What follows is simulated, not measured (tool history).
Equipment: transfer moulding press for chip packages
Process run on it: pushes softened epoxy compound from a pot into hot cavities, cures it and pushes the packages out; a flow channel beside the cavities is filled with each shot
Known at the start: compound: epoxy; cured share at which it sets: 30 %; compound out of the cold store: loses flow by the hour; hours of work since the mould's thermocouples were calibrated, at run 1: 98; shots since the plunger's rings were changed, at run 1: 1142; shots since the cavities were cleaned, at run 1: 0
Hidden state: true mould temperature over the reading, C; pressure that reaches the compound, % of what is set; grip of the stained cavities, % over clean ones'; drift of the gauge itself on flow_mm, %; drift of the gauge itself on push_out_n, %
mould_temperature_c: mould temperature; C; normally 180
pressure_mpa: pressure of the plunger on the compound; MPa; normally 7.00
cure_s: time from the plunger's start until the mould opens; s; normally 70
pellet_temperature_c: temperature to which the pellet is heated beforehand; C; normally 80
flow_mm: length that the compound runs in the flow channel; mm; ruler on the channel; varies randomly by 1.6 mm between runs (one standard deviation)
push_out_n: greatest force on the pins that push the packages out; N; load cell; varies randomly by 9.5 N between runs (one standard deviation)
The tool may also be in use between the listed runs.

run,day,mould_temperature_c,pressure_mpa,cure_s,pellet_temperature_c,hours of work since the mould's thermocouples were calibrated,shots since the plunger's rings were changed,shots since the cavities were cleaned,incoming compound's hours out of the cold store,flow_mm,push_out_n
1,0.000,180,7.00,70,80,98,1142,0,25.8,781,451
2,0.733,180,7.00,70,80,107,1336,194,16.6,825,474
3,1.667,180,7.00,70,80,118,1582,440,36.3,747,424
4,2.354,176,7.00,70,80,126,1764,622,45.8,717,535
5,3.358,180,7.00,70,74,139,2028,886,40.2,729,450
# day 3.788: cavities cleaned with cleaning compound and waxed
6,4.408,180,7.00,68,80,151,2288,163,43.1,719,450
7,5.104,180,7.00,68,80,159,2472,347,31.0,762,468
8,5.575,180,7.00,68,80,165,2596,471,39.3,731,480
9,6.508,180,7.00,70,80,176,2843,718,44.8,711,430
10,7.412,180,7.00,70,80,187,3080,955,21.8,799,459
# day 7.558: cavities cleaned with cleaning compound and waxed
11,7.954,180,7.00,70,80,193,3207,104,38.4,735,434
12,8.912,180,7.00,70,80,205,3460,357,11.9,844,467
13,9.358,180,8.32,70,80,210,3577,474,13.4,910,463
14,9.854,180,8.32,70,80,216,3708,605,15.2,902,466
15,10.521,180,8.32,70,80,224,3884,781,47.5,766,419
# day 11.412: cavities cleaned with cleaning compound and waxed
16,11.508,187,7.00,70,81,235,4128,25,21.3,790,321
# day 11.775: plunger's sealing rings changed
17,12.600,187,7.00,70,81,247,217,285,46.3,694,307
18,13.542,187,7.00,56,77,259,465,533,43.2,709,490
19,14.221,187,7.00,56,77,267,645,713,47.1,691,507
20,15.083,187,7.00,56,77,278,872,940,9.6,838,573
# day 15.308: cavities cleaned with cleaning compound and waxed
21,15.708,173,6.88,59,75,285,1021,106,22.8,807,1046
22,16.175,176,6.30,85,87,290,1144,229,33.3,723,360
23,17.088,180,7.93,103,90,301,1384,469,28.6,823,275
24,17.962,180,7.93,103,90,312,1615,700,31.3,808,285
25,18.842,180,5.88,70,80,323,1846,931,26.6,717,452
# day 19.112: cavities cleaned with cleaning compound and waxed
26,19.433,180,5.88,70,80,329,1987,85,36.0,682,419
27,20.288,187,5.43,70,70,339,2212,310,24.2,687,329
28,20.921,180,7.00,85,81,347,2379,477,41.2,725,306

Predict each of these 4 candidate next runs independently; none follows another, all start after run 28:
A,21.688,182,7.00,85,81,356,2581,679,46.6,?,?
B,21.688,184,6.32,85,84,356,2581,679,30.0,?,?
C,21.688,174,5.64,85,81,356,2581,679,28.9,?,?
D,21.688,178,7.16,85,79,356,2581,679,11.6,?,?

run,flow_mm,push_out_n
A,701,294
B,723,280
C,704,424
D,855,341
With no hidden state in the tool, these same runs would have given:
run,flow_mm,push_out_n
A,702,289
B,723,275
C,705,417
D,856,336
